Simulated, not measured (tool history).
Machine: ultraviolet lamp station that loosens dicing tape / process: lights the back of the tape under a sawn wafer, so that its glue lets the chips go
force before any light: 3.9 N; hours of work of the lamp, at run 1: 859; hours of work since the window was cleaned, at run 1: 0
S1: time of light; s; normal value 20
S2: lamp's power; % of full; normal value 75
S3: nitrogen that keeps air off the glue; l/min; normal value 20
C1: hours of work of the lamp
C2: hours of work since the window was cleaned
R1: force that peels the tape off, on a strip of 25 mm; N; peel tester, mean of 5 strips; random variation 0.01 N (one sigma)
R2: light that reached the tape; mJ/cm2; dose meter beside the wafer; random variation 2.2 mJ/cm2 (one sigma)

run 1 hour=0.0 | S1=20 S2=75 S3=20 | C1=859 C2=0 | R1=0.634 R2=155
run 2 hour=86.6 | S1=20 S2=80 S3=20 | C1=896 C2=37 | R1=0.596 R2=161
run 3 hour=131.8 | S1=27 S2=75 S3=20 | C1=915 C2=56 | R1=0.434 R2=200
run 4 hour=222.0 | S1=27 S2=75 S3=20 | C1=953 C2=94 | R1=0.443 R2=194
run 5 hour=300.1 | S1=27 S2=75 S3=20 | C1=986 C2=127 | R1=0.486 R2=186
run 6 hour=356.1 | S1=27 S2=75 S3=20 | C1=1010 C2=151 | R1=0.499 R2=193
run 7 hour=405.2 | S1=14 S2=64 S3=17 | C1=1031 C2=171 | R1=1.451 R2=78
run 8 hour=464.1 | S1=16 S2=80 S3=20 | C1=1056 C2=196 | R1=0.923 R2=117
run 9 hour=534.4 | S1=20 S2=99 S3=20 | C1=1085 C2=226 | R1=0.535 R2=173
run 10 hour=608.6 | S1=20 S2=99 S3=20 | C1=1117 C2=258 | R1=0.532 R2=171
run 11 hour=695.2 | S1=14 S2=79 S3=16 | C1=1153 C2=294 | R1=1.282 R2=95

Measured result minus the same run's result without the hidden state. Both carry the same run-to-run variation, though not necessarily the same gauge scatter:
Hidden state at play: lamp's light, % of a new lamp's; light that the window lets through, % of a clean one's; drift of the gauge itself on peel_n, %; drift of the gauge itself on dose_mj_cm2, %.
run=1 R1=+0.199 R2=-48
run=2 R1=+0.200 R2=-54
run=3 R1=+0.130 R2=-71
run=4 R1=+0.142 R2=-77
run=5 R1=+0.164 R2=-80
run=6 R1=+0.177 R2=-83
run=7 R1=+0.491 R2=-39
run=8 R1=+0.386 R2=-57
run=9 R1=+0.218 R2=-91
run=10 R1=+0.225 R2=-94
run=11 R1=+0.544 R2=-55
